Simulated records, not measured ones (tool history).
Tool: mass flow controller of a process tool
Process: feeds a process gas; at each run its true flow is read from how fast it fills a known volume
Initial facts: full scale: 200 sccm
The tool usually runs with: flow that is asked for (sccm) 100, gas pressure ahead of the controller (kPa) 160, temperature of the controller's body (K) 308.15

run	hour	flow that is asked for (sccm)	gas pressure ahead of the controller (kPa)	temperature of the controller's body (K)	true flow (%)
1	0	100	160	308.15	100.51
2	105.6	100	160	308.15	100.44
3	259.9	100	160	308.15	100.53
4	450.7	100	160	308.15	100.45
5	589.1	100	160	308.15	100.55
6	811.7	100	160	297.15	99.7
7	1028.6	100	160	308.15	100.62
8	1223	146	160	308.15	100.81
9	1349.2	189	264	302.15	100.69
10	1551.1	73	227	303.15	100.43
11	1685.4	83	160	308.15	100.84
12	1885.6	52	206	308.15	101.09
13	2075.8	38	185	304.15	100.92

Here are 3 independent what-if runs from the current tool condition. What would each one return?
A	2261.2	38	243	304.15	?
B	2261.2	53	266	307.15	?
C	2261.2	27	185	297.15	?

run	true flow (%)
A	101.17
B	101.19
C	100.91
Without the tool's hidden state the same runs would have given:
run	true flow (%)
A	99.97
B	100.27
C	99.3
